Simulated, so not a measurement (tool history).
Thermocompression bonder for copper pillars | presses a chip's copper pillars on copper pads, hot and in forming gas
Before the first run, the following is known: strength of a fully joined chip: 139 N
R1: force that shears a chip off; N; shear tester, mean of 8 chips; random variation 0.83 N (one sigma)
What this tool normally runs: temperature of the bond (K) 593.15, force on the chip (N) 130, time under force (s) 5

run 1 hour=0 | temperature_of_the_bond_(K)=593.15 force_on_the_chip_(N)=130 time_under_force_(s)=5 | R1=67.1
run 2 hour=6.8 | temperature_of_the_bond_(K)=593.15 force_on_the_chip_(N)=155 time_under_force_(s)=5 | R1=70.2
run 3 hour=13.7 | temperature_of_the_bond_(K)=593.15 force_on_the_chip_(N)=155 time_under_force_(s)=5 | R1=71.9
run 4 hour=18.5 | temperature_of_the_bond_(K)=593.15 force_on_the_chip_(N)=130 time_under_force_(s)=5 | R1=65.4
run 5 hour=26.9 | temperature_of_the_bond_(K)=593.15 force_on_the_chip_(N)=130 time_under_force_(s)=5 | R1=65.3
run 6 hour=33.8 | temperature_of_the_bond_(K)=593.15 force_on_the_chip_(N)=130 time_under_force_(s)=5 | R1=65.1
run 7 hour=39.6 | temperature_of_the_bond_(K)=619.15 force_on_the_chip_(N)=130 time_under_force_(s)=5 | R1=85.3
-- hour=41.9 force cell calibrated
run 8 hour=47.3 | temperature_of_the_bond_(K)=592.15 force_on_the_chip_(N)=130 time_under_force_(s)=5 | R1=65.1
run 9 hour=51.7 | temperature_of_the_bond_(K)=593.15 force_on_the_chip_(N)=139 time_under_force_(s)=5 | R1=66.6
-- hour=59 force cell calibrated, once more
run 10 hour=60.2 | temperature_of_the_bond_(K)=593.15 force_on_the_chip_(N)=139 time_under_force_(s)=5 | R1=67.1
run 11 hour=69.2 | temperature_of_the_bond_(K)=572.15 force_on_the_chip_(N)=139 time_under_force_(s)=7 | R1=58
run 12 hour=73.2 | temperature_of_the_bond_(K)=566.15 force_on_the_chip_(N)=110 time_under_force_(s)=3 | R1=33.2
run 13 hour=78.2 | temperature_of_the_bond_(K)=604.15 force_on_the_chip_(N)=158 time_under_force_(s)=13 | R1=100.2

Here are 3 independent what-if runs from the current tool condition. What would each one return?
run A hour=84.5 | temperature_of_the_bond_(K)=578.15 force_on_the_chip_(N)=92 time_under_force_(s)=13 | R1=?
run B hour=84.5 | temperature_of_the_bond_(K)=593.15 force_on_the_chip_(N)=82 time_under_force_(s)=6 | R1=?
run C hour=84.5 | temperature_of_the_bond_(K)=604.15 force_on_the_chip_(N)=158 time_under_force_(s)=6 | R1=?

run=A R1=62.6
run=B R1=55
run=C R1=83.1
Had the tool no hidden state, the same runs would have come out as:
run=A R1=65.3
run=B R1=57.4
run=C R1=86.8
